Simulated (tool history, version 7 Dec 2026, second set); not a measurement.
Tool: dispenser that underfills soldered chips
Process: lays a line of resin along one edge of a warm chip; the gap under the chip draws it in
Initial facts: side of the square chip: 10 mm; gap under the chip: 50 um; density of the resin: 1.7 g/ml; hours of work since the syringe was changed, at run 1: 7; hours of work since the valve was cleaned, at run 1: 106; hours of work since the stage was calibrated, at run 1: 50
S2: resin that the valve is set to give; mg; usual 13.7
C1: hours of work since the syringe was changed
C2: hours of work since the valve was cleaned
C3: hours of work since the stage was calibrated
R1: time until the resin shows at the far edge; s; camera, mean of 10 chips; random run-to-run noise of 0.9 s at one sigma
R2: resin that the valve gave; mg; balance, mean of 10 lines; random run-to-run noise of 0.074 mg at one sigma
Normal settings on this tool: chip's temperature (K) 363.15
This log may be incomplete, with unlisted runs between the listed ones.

{"run": 1, "hour": 0.0, "chip's temperature (K)": 363.15, "S2": 13.7, "C1": 7, "C2": 106, "C3": 50, "R1": 139.6, "R2": 12.47}
{"hour": 5.0, "done": "new syringe of resin"}
{"run": 2, "hour": 13.9, "chip's temperature (K)": 363.15, "S2": 13.7, "C1": 7, "C2": 116, "C3": 60, "R1": 138.2, "R2": 12.31}
{"hour": 19.0, "done": "new syringe of resin"}
{"run": 3, "hour": 24.8, "chip's temperature (K)": 363.15, "S2": 13.7, "C1": 4, "C2": 124, "C3": 68, "R1": 116.7, "R2": 12.11}
{"hour": 27.1, "done": "dispensing valve cleaned and set on the balance"}
{"hour": 34.5, "done": "new syringe of resin"}
{"run": 4, "hour": 38.0, "chip's temperature (K)": 363.15, "S2": 13.7, "C1": 3, "C2": 8, "C3": 77, "R1": 103.5, "R2": 13.56}
{"hour": 49.1, "done": "new syringe of resin"}
{"run": 5, "hour": 49.1, "chip's temperature (K)": 363.15, "S2": 13.7, "C1": 0, "C2": 16, "C3": 85, "R1": 85, "R2": 13.5}
{"run": 6, "hour": 58.3, "chip's temperature (K)": 363.15, "S2": 13.7, "C1": 7, "C2": 22, "C3": 92, "R1": 141.2, "R2": 13.44}
{"hour": 62.7, "done": "new syringe of resin"}
{"run": 7, "hour": 72.7, "chip's temperature (K)": 363.15, "S2": 13.7, "C1": 7, "C2": 33, "C3": 102, "R1": 146.3, "R2": 13.24}
{"hour": 76.5, "done": "new syringe of resin"}
{"run": 8, "hour": 87.0, "chip's temperature (K)": 352.15, "S2": 13.7, "C1": 8, "C2": 43, "C3": 112, "R1": 263.8, "R2": 13.15}
{"hour": 90.9, "done": "new syringe of resin"}
{"run": 9, "hour": 95.7, "chip's temperature (K)": 352.15, "S2": 13.7, "C1": 4, "C2": 49, "C3": 119, "R1": 199.3, "R2": 13.1}
{"run": 10, "hour": 103.5, "chip's temperature (K)": 360.15, "S2": 13.7, "C1": 9, "C2": 55, "C3": 124, "R1": 204, "R2": 13.05}
{"hour": 104.7, "done": "new syringe of resin"}
{"run": 11, "hour": 116.8, "chip's temperature (K)": 360.15, "S2": 13.7, "C1": 9, "C2": 65, "C3": 134, "R1": 197.6, "R2": 12.98}
{"hour": 119.0, "done": "new syringe of resin"}
{"run": 12, "hour": 123.9, "chip's temperature (K)": 360.15, "S2": 13.7, "C1": 4, "C2": 70, "C3": 139, "R1": 130, "R2": 12.79}
{"hour": 132.6, "done": "new syringe of resin"}
{"run": 13, "hour": 137.0, "chip's temperature (K)": 360.15, "S2": 13.7, "C1": 3, "C2": 79, "C3": 148, "R1": 130, "R2": 12.66}
{"hour": 146.3, "done": "new syringe of resin"}
{"run": 14, "hour": 147.5, "chip's temperature (K)": 360.15, "S2": 13.7, "C1": 1, "C2": 86, "C3": 156, "R1": 111.7, "R2": 12.76}
{"hour": 160.5, "done": "new syringe of resin"}
{"run": 15, "hour": 161.3, "chip's temperature (K)": 360.15, "S2": 13.7, "C1": 1, "C2": 96, "C3": 166, "R1": 104.1, "R2": 12.58}
{"run": 16, "hour": 171.9, "chip's temperature (K)": 360.15, "S2": 13.7, "C1": 8, "C2": 104, "C3": 173, "R1": 191.1, "R2": 12.32}
{"hour": 174.6, "done": "new syringe of resin"}
{"run": 17, "hour": 184.7, "chip's temperature (K)": 360.15, "S2": 15.4, "C1": 7, "C2": 113, "C3": 183, "R1": 174.5, "R2": 13.84}
{"hour": 188.2, "done": "new syringe of resin"}
{"run": 18, "hour": 199.7, "chip's temperature (K)": 360.15, "S2": 15.4, "C1": 8, "C2": 124, "C3": 193, "R1": 194.5, "R2": 13.71}
{"hour": 201.8, "done": "dispensing valve cleaned and set on the balance"}
{"hour": 204.0, "done": "new syringe of resin"}
{"run": 19, "hour": 215.5, "chip's temperature (K)": 360.15, "S2": 15.4, "C1": 8, "C2": 10, "C3": 204, "R1": 191.9, "R2": 15.23}
{"hour": 218.3, "done": "new syringe of resin"}
{"run": 20, "hour": 226.7, "chip's temperature (K)": 366.15, "S2": 15.4, "C1": 6, "C2": 18, "C3": 212, "R1": 119, "R2": 15.15}
{"hour": 231.9, "done": "new syringe of resin"}
{"run": 21, "hour": 240.5, "chip's temperature (K)": 370.15, "S2": 16.6, "C1": 6, "C2": 28, "C3": 222, "R1": 96.5, "R2": 16.35}
{"hour": 245.7, "done": "new syringe of resin"}
{"run": 22, "hour": 249.0, "chip's temperature (K)": 363.15, "S2": 13.6, "C1": 2, "C2": 34, "C3": 228, "R1": 105, "R2": 13.18}
{"hour": 260.2, "done": "new syringe of resin"}
{"run": 23, "hour": 261.3, "chip's temperature (K)": 377.15, "S2": 14.8, "C1": 1, "C2": 43, "C3": 237, "R1": 47.6, "R2": 14.28}
{"run": 24, "hour": 268.3, "chip's temperature (K)": 351.15, "S2": 15.9, "C1": 6, "C2": 48, "C3": 242, "R1": 250.2, "R2": 15.29}
{"hour": 273.7, "done": "new syringe of resin"}
{"run": 25, "hour": 279.3, "chip's temperature (K)": 371.15, "S2": 14.7, "C1": 4, "C2": 56, "C3": 250, "R1": 81.8, "R2": 13.95}
{"hour": 287.5, "done": "new syringe of resin"}
{"run": 26, "hour": 287.5, "chip's temperature (K)": 352.15, "S2": 15.7, "C1": 0, "C2": 61, "C3": 256, "R1": 147.8, "R2": 14.75}
{"run": 27, "hour": 297.4, "chip's temperature (K)": 352.15, "S2": 15.7, "C1": 7, "C2": 69, "C3": 263, "R1": 256.1, "R2": 14.7}
{"hour": 302.0, "done": "new syringe of resin"}
{"run": 28, "hour": 307.8, "chip's temperature (K)": 352.15, "S2": 15.7, "C1": 4, "C2": 76, "C3": 270, "R1": 209.9, "R2": 14.65}
{"hour": 316.1, "done": "new syringe of resin"}
{"run": 29, "hour": 322.7, "chip's temperature (K)": 352.15, "S2": 15.7, "C1": 5, "C2": 87, "C3": 281, "R1": 221.4, "R2": 14.53}
{"hour": 329.8, "done": "new syringe of resin"}
{"run": 30, "hour": 331.2, "chip's temperature (K)": 377.15, "S2": 11.8, "C1": 1, "C2": 93, "C3": 287, "R1": 51.5, "R2": 10.73}
{"run": 31, "hour": 339.7, "chip's temperature (K)": 367.15, "S2": 16.2, "C1": 7, "C2": 99, "C3": 293, "R1": 127.7, "R2": 14.7}
{"hour": 343.4, "done": "new syringe of resin"}
{"run": 32, "hour": 347.8, "chip's temperature (K)": 350.15, "S2": 15.7, "C1": 3, "C2": 105, "C3": 299, "R1": 218.8, "R2": 14.17}
{"hour": 357.2, "done": "new syringe of resin"}
{"run": 33, "hour": 361.2, "chip's temperature (K)": 357.15, "S2": 11.9, "C1": 3, "C2": 114, "C3": 309, "R1": 157.6, "R2": 10.68}
{"hour": 370.8, "done": "new syringe of resin"}
{"hour": 376.3, "done": "dispensing valve cleaned and set on the balance"}
{"run": 34, "hour": 376.4, "chip's temperature (K)": 373.15, "S2": 15.2, "C1": 3, "C2": 0, "C3": 319, "R1": 69.8, "R2": 15.16}
{"hour": 385.5, "done": "new syringe of resin"}
{"run": 35, "hour": 390.7, "chip's temperature (K)": 353.15, "S2": 17.1, "C1": 4, "C2": 10, "C3": 329, "R1": 198.7, "R2": 16.85}

Forecast each of these 4 alternatives for the next run:
{"run": "A", "hour": 398.3, "chip's temperature (K)": 358.15, "S2": 14.6, "C1": 9, "C2": 16, "C3": 335, "R1": "?", "R2": "?"}
{"run": "B", "hour": 398.3, "chip's temperature (K)": 374.15, "S2": 15.1, "C1": 9, "C2": 16, "C3": 335, "R1": "?", "R2": "?"}
{"run": "C", "hour": 398.3, "chip's temperature (K)": 359.15, "S2": 11.7, "C1": 9, "C2": 16, "C3": 335, "R1": "?", "R2": "?"}
{"run": "D", "hour": 398.3, "chip's temperature (K)": 362.15, "S2": 13.7, "C1": 9, "C2": 16, "C3": 335, "R1": "?", "R2": "?"}

run=A R1=232.8 R2=14.36
run=B R1=107.5 R2=14.9
run=C R1=227.7 R2=11.44
run=D R1=190.9 R2=13.46
With no hidden state in the tool, these same runs would have given:
run=A R1=107.8 R2=14.64
run=B R1=49.9 R2=15.19
run=C R1=104.9 R2=11.66
run=D R1=88.4 R2=13.72
